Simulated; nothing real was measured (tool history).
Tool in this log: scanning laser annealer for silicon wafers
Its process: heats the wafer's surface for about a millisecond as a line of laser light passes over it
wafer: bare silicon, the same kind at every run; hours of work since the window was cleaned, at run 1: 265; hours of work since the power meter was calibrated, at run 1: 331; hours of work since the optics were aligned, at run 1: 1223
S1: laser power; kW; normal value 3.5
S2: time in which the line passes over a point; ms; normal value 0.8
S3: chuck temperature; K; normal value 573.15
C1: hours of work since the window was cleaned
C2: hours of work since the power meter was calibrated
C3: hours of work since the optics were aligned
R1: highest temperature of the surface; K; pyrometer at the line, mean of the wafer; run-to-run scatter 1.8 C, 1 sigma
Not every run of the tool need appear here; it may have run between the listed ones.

run 1 hour=0 | S1=3.5 S2=0.8 S3=573.15 | C1=265 C2=331 C3=1223 | R1=1284.15
run 2 hour=39.1 | S1=3.5 S2=0.8 S3=573.15 | C1=284 C2=350 C3=1241 | R1=1288.15
run 3 hour=73.8 | S1=3.5 S2=0.757 S3=573.15 | C1=300 C2=367 C3=1258 | R1=1266.15
run 4 hour=114.5 | S1=3.071 S2=0.757 S3=573.15 | C1=320 C2=386 C3=1277 | R1=1160.15
-- hour=140.5 window over the wafer cleaned
run 5 hour=150.9 | S1=3.071 S2=0.757 S3=573.15 | C1=5 C2=402 C3=1294 | R1=1148.15
run 6 hour=186.1 | S1=3.071 S2=0.622 S3=573.15 | C1=22 C2=419 C3=1310 | R1=1092.15
run 7 hour=220.6 | S1=3.063 S2=0.635 S3=586.15 | C1=38 C2=436 C3=1327 | R1=1110.15
run 8 hour=258.6 | S1=3.5 S2=0.731 S3=549.15 | C1=56 C2=454 C3=1345 | R1=1215.15
run 9 hour=282.7 | S1=3.809 S2=0.731 S3=570.15 | C1=68 C2=465 C3=1356 | R1=1304.15
-- hour=305.5 window over the wafer cleaned, once more
run 10 hour=309.9 | S1=3.054 S2=0.8 S3=550.15 | C1=2 C2=477 C3=1368 | R1=1157.15
run 11 hour=339 | S1=3.5 S2=0.737 S3=576.15 | C1=16 C2=491 C3=1382 | R1=1267.15

The logged runs with the hidden state left out (each run's random variation unchanged):
Unlogged tool condition in this case: light that passes the window, % of a clean one's; laser's true power over the reading, %; width of the line over the set one, %; drift of the gauge itself on peak_c, C.
run=1 R1=1322.15
run=2 R1=1328.15
run=3 R1=1306.15
run=4 R1=1195.15
run=5 R1=1194.15
run=6 R1=1134.15
run=7 R1=1153.15
run=8 R1=1272.15
run=9 R1=1368.15
run=10 R1=1182.15
run=11 R1=1297.15
